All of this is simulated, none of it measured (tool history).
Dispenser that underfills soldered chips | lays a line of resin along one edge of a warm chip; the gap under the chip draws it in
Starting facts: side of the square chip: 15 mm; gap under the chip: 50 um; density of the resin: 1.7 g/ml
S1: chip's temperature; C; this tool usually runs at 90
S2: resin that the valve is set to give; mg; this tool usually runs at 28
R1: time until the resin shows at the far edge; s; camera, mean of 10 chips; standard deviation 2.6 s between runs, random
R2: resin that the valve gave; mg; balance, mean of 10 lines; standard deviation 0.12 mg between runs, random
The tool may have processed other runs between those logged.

run	hour	S1	S2	R1	R2
1	0	90	28	301.6	25.9
# hour 8.1: new syringe of resin
2	10.1	90	34.7	288.8	31.89
# hour 18.8: new syringe of resin
3	20.3	90	26.3	303.8	24.09
# hour 26.6: dispensing valve cleaned and set on the balance
# hour 30.3: new syringe of resin
4	31.3	90	26.3	286.3	26.23
# hour 37.1: stage's temperature calibrated
5	37.2	90	26.3	319	26.13
# hour 42: new syringe of resin
6	47.6	90	26.3	315.3	25.71
# hour 52.6: new syringe of resin
7	56.1	90	28	289.3	27.67
# hour 63.2: new syringe of resin
8	64.2	90	24.8	271.2	24.06
9	71.5	87	28	380.2	27.22
# hour 73.7: new syringe of resin
10	81.4	90	32.6	331.5	31.54
# hour 84.4: new syringe of resin
11	86.5	97	28	207.1	27.11
# hour 95.3: new syringe of resin
12	96	90	28	268.8	26.75
13	103.8	90	28	339.8	26.67
# hour 106.5: new syringe of resin
14	109.8	90	28	302.6	26.57
15	114.3	90	30.9	333.8	29.04
# hour 117: new syringe of resin
16	120.5	90	32.9	280.3	31.06
# hour 128: new syringe of resin
17	130.9	90	32.9	280.8	30.7
# hour 138.8: new syringe of resin
18	141.5	90	32.9	287.3	30.5
19	148	90	32.9	351.6	30.39
# hour 149.3: new syringe of resin
20	159.1	90	32.9	358.5	29.9
# hour 159.8: new syringe of resin
21	165.8	90	32.9	310.5	30.02
# hour 169.8: dispensing valve cleaned and set on the balance
# hour 171.4: new syringe of resin
22	172.3	90	32.9	261.8	33.05
23	178.5	103	32	181.9	32.03
# hour 182.1: new syringe of resin
24	183.8	95	28.2	223	27.95
# hour 192.9: new syringe of resin
25	194.7	86	28	330.6	27.77
26	200.4	100	28	209.2	27.76
# hour 203.6: new syringe of resin
27	211.3	92	28.4	316.6	27.84
# hour 214: new syringe of resin
28	221.5	101	32	206	30.96
# hour 224.4: new syringe of resin
29	231.1	100	28.9	214.3	27.5
# hour 235.2: new syringe of resin
30	241.9	98	28.8	224.1	27.51
# hour 246.1: new syringe of resin
31	251.4	90	24.2	335.7	23.07
# hour 257: new syringe of resin
32	257	90	24.2	281.8	23.04
33	264.7	90	24.2	360.4	22.65
# hour 267.3: new syringe of resin
34	271.6	87	28	367.3	26.38

Hidden state or all else? Some run-to-run changes of R1, split into what the settings, what came in and random variation would give without the hidden state, and what is left for the hidden state (with any gauge scatter that isn't in both results):
Hidden conditions of the tool in this case: resin's viscosity, % of fresh resin's; dose that the valve gives, % of what is set; true chip temperature over the reading, C; drift of the gauge itself on fill_s, %; drift of the gauge itself on given_mg, %.
Run 8 -> 9: S1 90 -> 87, S2 24.8 -> 28. R1 +109 s: hidden state +80.2, all else +28.8.
Run 10 -> 11: S1 90 -> 97, S2 32.6 -> 28, new syringe of resin. R1 -124.4 s: hidden state -58.2, all else -66.2.
Run 12 -> 13: nothing adjusted, nothing logged. R1 +71 s: hidden state +75.5, all else -4.5.
Run 25 -> 26: S1 86 -> 100. R1 -121.4 s: hidden state +21.7, all else -143.1.
Run 30 -> 31: S1 98 -> 90, S2 28.8 -> 24.2, new syringe of resin. R1 +111.6 s: hidden state +21.6, all else +90.
Run 32 -> 33: nothing adjusted, nothing logged. R1 +78.6 s: hidden state +79.5, all else -0.9.
